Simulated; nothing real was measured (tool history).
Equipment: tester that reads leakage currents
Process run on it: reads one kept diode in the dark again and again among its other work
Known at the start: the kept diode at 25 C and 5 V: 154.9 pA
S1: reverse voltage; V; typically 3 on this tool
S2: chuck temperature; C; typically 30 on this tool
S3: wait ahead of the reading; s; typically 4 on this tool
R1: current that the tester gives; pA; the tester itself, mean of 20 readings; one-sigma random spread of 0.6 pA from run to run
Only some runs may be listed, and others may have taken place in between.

{"run": 1, "day": 0.0, "S1": 3, "S2": 30, "S3": 4, "R1": 230.53}
{"run": 2, "day": 1.075, "S1": 3, "S2": 30, "S3": 4, "R1": 231.84}
{"run": 3, "day": 2.367, "S1": 3, "S2": 30, "S3": 4, "R1": 231.9}
{"run": 4, "day": 3.717, "S1": 3, "S2": 30, "S3": 4, "R1": 232.27}
{"run": 5, "day": 4.867, "S1": 3, "S2": 30, "S3": 4, "R1": 230.21}
{"run": 6, "day": 5.85, "S1": 3, "S2": 30, "S3": 4, "R1": 231.21}
{"run": 7, "day": 7.5, "S1": 3, "S2": 30, "S3": 0.83, "R1": 232.21}
{"run": 8, "day": 9.421, "S1": 3, "S2": 30, "S3": 4, "R1": 234.09}
{"run": 9, "day": 11.15, "S1": 3, "S2": 30, "S3": 4, "R1": 232.77}
{"run": 10, "day": 13.158, "S1": 3, "S2": 30, "S3": 4, "R1": 234.56}
{"run": 11, "day": 14.379, "S1": 3, "S2": 30, "S3": 4, "R1": 233.11}
{"run": 12, "day": 16.217, "S1": 3, "S2": 30, "S3": 4, "R1": 235.37}
{"run": 13, "day": 17.458, "S1": 3, "S2": 30, "S3": 4, "R1": 235.23}
{"run": 14, "day": 19.054, "S1": 3, "S2": 30, "S3": 4, "R1": 234.43}
{"run": 15, "day": 20.483, "S1": 3, "S2": 30, "S3": 4, "R1": 236.94}
{"run": 16, "day": 21.429, "S1": 3, "S2": 30, "S3": 4, "R1": 236.75}
{"run": 17, "day": 22.958, "S1": 3, "S2": 30, "S3": 4, "R1": 237.61}
{"run": 18, "day": 24.979, "S1": 3, "S2": 30, "S3": 2, "R1": 238.17}
{"run": 19, "day": 26.183, "S1": 3, "S2": 30, "S3": 2, "R1": 237.39}
{"day": 26.412, "done": "probe card cleaned and baked"}
{"run": 20, "day": 28.254, "S1": 3, "S2": 30, "S3": 0.5, "R1": 241.22}
{"run": 21, "day": 30.067, "S1": 3, "S2": 29, "S3": 2.25, "R1": 220.91}
{"run": 22, "day": 31.529, "S1": 3, "S2": 29, "S3": 2.25, "R1": 221.69}
{"run": 23, "day": 33.45, "S1": 3, "S2": 31, "S3": 9.56, "R1": 260.03}
{"run": 24, "day": 34.304, "S1": 3, "S2": 54, "S3": 0.81, "R1": 1455.35}
{"run": 25, "day": 35.733, "S1": 3, "S2": 54, "S3": 1.83, "R1": 1459.05}
{"day": 37.621, "done": "probe card cleaned and baked, once more"}
{"run": 26, "day": 37.692, "S1": 1.23, "S2": 28, "S3": 1.83, "R1": 150.79}
{"run": 27, "day": 39.304, "S1": 8.42, "S2": 57, "S3": 0.6, "R1": 2548.9}
{"run": 28, "day": 41.396, "S1": 3, "S2": 32, "S3": 5.53, "R1": 283.76}
{"run": 29, "day": 42.575, "S1": 1.48, "S2": 52, "S3": 4, "R1": 1009.38}
{"run": 30, "day": 44.246, "S1": 2.03, "S2": 28, "S3": 0.42, "R1": 181.6}
{"run": 31, "day": 46.325, "S1": 1.94, "S2": 28, "S3": 0.79, "R1": 178.54}
{"day": 47.312, "done": "chuck's temperature calibrated"}
{"run": 32, "day": 48.025, "S1": 13.59, "S2": 38, "S3": 0.79, "R1": 635.98}
{"run": 33, "day": 49.438, "S1": 13.59, "S2": 38, "S3": 0.79, "R1": 635.44}
{"run": 34, "day": 50.342, "S1": 13.59, "S2": 38, "S3": 0.79, "R1": 639.29}
{"run": 35, "day": 51.442, "S1": 13.59, "S2": 28, "S3": 3.18, "R1": 283.82}
{"run": 36, "day": 52.475, "S1": 13.59, "S2": 56, "S3": 0.35, "R1": 2401.75}
{"run": 37, "day": 54.442, "S1": 3, "S2": 22, "S3": 5.8, "R1": 103.03}
{"run": 38, "day": 55.542, "S1": 3, "S2": 22, "S3": 5.8, "R1": 103.43}
{"run": 39, "day": 56.554, "S1": 19.93, "S2": 32, "S3": 5.8, "R1": 450.84}
{"run": 40, "day": 58.592, "S1": 19.93, "S2": 32, "S3": 5.8, "R1": 452.61}

Some steps in R1 between neighbouring runs. How much of each would the tool show without its hidden state too (settings, what came in, random variation), and how much is left for the hidden state, with any gauge scatter that isn't in both results?
Unlogged tool condition in this case: stray current of the dirty probe card, pA a volt; current scale over the true one, %; true chuck temperature over the reading, C; drift of the gauge itself on leakage_pa, %.
Run 25 -> 26: S1 3 -> 1.23, S2 54 -> 28, probe card cleaned and baked, once more. R1 -1308.26 pA: hidden state -188.5, all else -1119.76.
Run 26 -> 27: S1 1.23 -> 8.42, S2 28 -> 57, S3 1.83 -> 0.6. R1 +2398.11 pA: hidden state +346.45, all else +2051.66.
Run 27 -> 28: S1 8.42 -> 3, S2 57 -> 32, S3 0.6 -> 5.53. R1 -2265.14 pA: hidden state -323.71, all else -1941.43.
Run 36 -> 37: S1 13.59 -> 3, S2 56 -> 22, S3 0.35 -> 5.8. R1 -2298.72 pA: hidden state -25.35, all else -2273.37.
